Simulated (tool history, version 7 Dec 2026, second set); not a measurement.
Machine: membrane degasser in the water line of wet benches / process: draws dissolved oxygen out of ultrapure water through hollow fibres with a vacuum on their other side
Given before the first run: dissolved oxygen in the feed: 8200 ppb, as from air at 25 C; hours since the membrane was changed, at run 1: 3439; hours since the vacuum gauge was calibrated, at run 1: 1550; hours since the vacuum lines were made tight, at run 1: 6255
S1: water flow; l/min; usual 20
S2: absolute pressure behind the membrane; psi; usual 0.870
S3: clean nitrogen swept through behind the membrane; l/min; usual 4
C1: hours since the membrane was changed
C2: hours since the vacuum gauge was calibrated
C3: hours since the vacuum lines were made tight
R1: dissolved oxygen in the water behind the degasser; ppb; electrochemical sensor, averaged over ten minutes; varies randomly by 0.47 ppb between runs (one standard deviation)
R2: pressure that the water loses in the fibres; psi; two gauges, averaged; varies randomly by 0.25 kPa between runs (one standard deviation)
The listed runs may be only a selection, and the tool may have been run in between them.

run,day,S1,S2,S3,C1,C2,C3,R1,R2
1,0.000,20,0.870,4,3439,1550,6255,38.7,10.125
2,3.433,24,0.870,4,3521,1632,6338,48.0,12.206
3,6.692,20,0.870,4,3599,1710,6416,39.1,10.206
4,10.538,20,1.703,4,3692,1803,6508,110.6,10.171
5,13.862,20,1.703,4,3772,1883,6588,111.4,10.203
# day 14.300: vacuum gauge calibrated
6,16.625,20,0.870,4,3837,56,6654,39.1,10.189
7,22.729,20,0.870,4,3984,202,6800,39.1,10.295
8,25.579,20,0.870,4,4052,271,6869,39.2,10.257
9,31.842,15,0.870,4,4203,421,7019,28.9,7.738
10,35.683,13,1.674,4,4295,513,7111,72.3,6.678
# day 37.842: seals of the vacuum lines changed
11,42.325,12,1.674,4,4452,671,108,61.6,6.138
12,45.083,12,1.674,4,4518,737,174,63.2,6.144

Run 13 has not been measured yet. What should we expect?
13,50.392,27,0.571,4,4646,864,301,?,?

R1: 23.6 ppb
R2: 13.860 psi
Were there no unlogged condition in the tool, this run, its random variation unchanged, would have produced R1 20.3 ppb, R2 13.396 psi.

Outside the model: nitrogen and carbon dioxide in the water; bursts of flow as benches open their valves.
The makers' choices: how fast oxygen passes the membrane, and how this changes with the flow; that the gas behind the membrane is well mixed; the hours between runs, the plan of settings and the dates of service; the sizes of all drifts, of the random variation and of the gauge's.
